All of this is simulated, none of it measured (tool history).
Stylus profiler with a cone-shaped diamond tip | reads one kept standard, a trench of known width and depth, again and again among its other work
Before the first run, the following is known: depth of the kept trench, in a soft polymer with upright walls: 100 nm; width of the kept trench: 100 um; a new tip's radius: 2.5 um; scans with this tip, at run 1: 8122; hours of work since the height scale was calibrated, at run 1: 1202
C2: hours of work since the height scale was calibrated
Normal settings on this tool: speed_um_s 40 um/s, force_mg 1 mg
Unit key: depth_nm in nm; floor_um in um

run 1 day=0 | speed_um_s=40 force_mg=1 | scans_with_this_tip=8122 C2=1202 | depth_nm=99.96 floor_um=98.06
run 2 day=2.496 | speed_um_s=68 force_mg=1 | scans_with_this_tip=8347 C2=1236 | depth_nm=100.09 floor_um=98.01
run 3 day=4.975 | speed_um_s=68 force_mg=1 | scans_with_this_tip=8569 C2=1269 | depth_nm=100.13 floor_um=97.95
run 4 day=8.65 | speed_um_s=40 force_mg=1 | scans_with_this_tip=8900 C2=1317 | depth_nm=100.16 floor_um=98.06
run 5 day=12.029 | speed_um_s=40 force_mg=1 | scans_with_this_tip=9203 C2=1362 | depth_nm=100.03 floor_um=98.02
run 6 day=14.946 | speed_um_s=40 force_mg=1 | scans_with_this_tip=9466 C2=1401 | depth_nm=100.05 floor_um=98.08
run 7 day=16.75 | speed_um_s=40 force_mg=1 | scans_with_this_tip=9628 C2=1425 | depth_nm=100.03 floor_um=98.07
run 8 day=19.512 | speed_um_s=40 force_mg=1 | scans_with_this_tip=9876 C2=1462 | depth_nm=100.01 floor_um=97.98
run 9 day=22.121 | speed_um_s=40 force_mg=1 | scans_with_this_tip=10111 C2=1497 | depth_nm=99.96 floor_um=97.98
run 10 day=23.829 | speed_um_s=40 force_mg=1 | scans_with_this_tip=10264 C2=1520 | depth_nm=99.98 floor_um=97.97
run 11 day=27.467 | speed_um_s=40 force_mg=1 | scans_with_this_tip=10591 C2=1568 | depth_nm=99.89 floor_um=97.98
run 12 day=30.483 | speed_um_s=40 force_mg=1 | scans_with_this_tip=10862 C2=1608 | depth_nm=100.02 floor_um=97.95
run 13 day=33.225 | speed_um_s=40 force_mg=1 | scans_with_this_tip=11109 C2=1645 | depth_nm=99.96 floor_um=97.96
run 14 day=36.067 | speed_um_s=40 force_mg=1 | scans_with_this_tip=11364 C2=1682 | depth_nm=99.91 floor_um=97.99
run 15 day=39.658 | speed_um_s=40 force_mg=1 | scans_with_this_tip=11687 C2=1730 | depth_nm=99.89 floor_um=97.96
run 16 day=41.429 | speed_um_s=40 force_mg=1 | scans_with_this_tip=11846 C2=1754 | depth_nm=99.93 floor_um=97.94
run 17 day=45.238 | speed_um_s=40 force_mg=1 | scans_with_this_tip=12189 C2=1804 | depth_nm=100.01 floor_um=97.86
run 18 day=48.458 | speed_um_s=40 force_mg=1.4 | scans_with_this_tip=12478 C2=1847 | depth_nm=99.87 floor_um=97.97
run 19 day=50.562 | speed_um_s=11 force_mg=1.13 | scans_with_this_tip=12667 C2=1875 | depth_nm=100.04 floor_um=97.98
run 20 day=52.996 | speed_um_s=13 force_mg=0.62 | scans_with_this_tip=12886 C2=1908 | depth_nm=99.67 floor_um=97.98
run 21 day=54.846 | speed_um_s=13 force_mg=0.62 | scans_with_this_tip=13053 C2=1932 | depth_nm=99.69 floor_um=97.99
run 22 day=58.475 | speed_um_s=13 force_mg=0.62 | scans_with_this_tip=13379 C2=1981 | depth_nm=99.71 floor_um=98
run 23 day=62.529 | speed_um_s=12 force_mg=0.78 | scans_with_this_tip=13743 C2=2035 | depth_nm=99.66 floor_um=97.96
run 24 day=65.625 | speed_um_s=12 force_mg=0.78 | scans_with_this_tip=14022 C2=2076 | depth_nm=99.75 floor_um=97.89
run 25 day=68.367 | speed_um_s=12 force_mg=0.67 | scans_with_this_tip=14268 C2=2112 | depth_nm=99.7 floor_um=97.92
-- day=69.958 height scale calibrated on a step standard
run 26 day=71.254 | speed_um_s=56 force_mg=2.05 | scans_with_this_tip=14526 C2=17 | depth_nm=100.79 floor_um=97.91
run 27 day=74.667 | speed_um_s=71 force_mg=0.69 | scans_with_this_tip=14832 C2=63 | depth_nm=100.34 floor_um=97.68
run 28 day=76.662 | speed_um_s=71 force_mg=0.69 | scans_with_this_tip=15012 C2=89 | depth_nm=100.33 floor_um=97.66
run 29 day=78.446 | speed_um_s=13 force_mg=0.58 | scans_with_this_tip=15172 C2=113 | depth_nm=100.37 floor_um=97.92
run 30 day=81.854 | speed_um_s=48 force_mg=0.42 | scans_with_this_tip=15479 C2=158 | depth_nm=100.06 floor_um=97.68
run 31 day=85.942 | speed_um_s=48 force_mg=1.46 | scans_with_this_tip=15846 C2=213 | depth_nm=100.35 floor_um=97.8
run 32 day=88.121 | speed_um_s=48 force_mg=0.36 | scans_with_this_tip=16042 C2=242 | depth_nm=100.12 floor_um=97.68

Some steps in depth_nm between neighbouring runs. How much of each would the tool show without its hidden state too (settings, what came in, random variation), and how much is left for the hidden state, with any gauge scatter that isn't in both results?
The tool's hidden condition here consists of: radius of the tip, um; height scale over the true one, %; drift of the gauge itself on depth_nm, %; drift of the gauge itself on floor_um, %.
Run 3 -> 4: speed_um_s 68 -> 40. depth_nm +0.03 nm: hidden state -0.02, all else +0.05.
Run 19 -> 20: speed_um_s 11 -> 13, force_mg 1.13 -> 0.62. depth_nm -0.37 nm: hidden state +0, all else -0.37.
Run 25 -> 26: speed_um_s 12 -> 56, force_mg 0.67 -> 2.05, height scale calibrated on a step standard. depth_nm +1.09 nm: hidden state +0.69, all else +0.4.
Run 26 -> 27: speed_um_s 56 -> 71, force_mg 2.05 -> 0.69. depth_nm -0.45 nm: hidden state -0.01, all else -0.44.
Run 29 -> 30: speed_um_s 13 -> 48, force_mg 0.58 -> 0.42. depth_nm -0.31 nm: hidden state -0.03, all else -0.28.
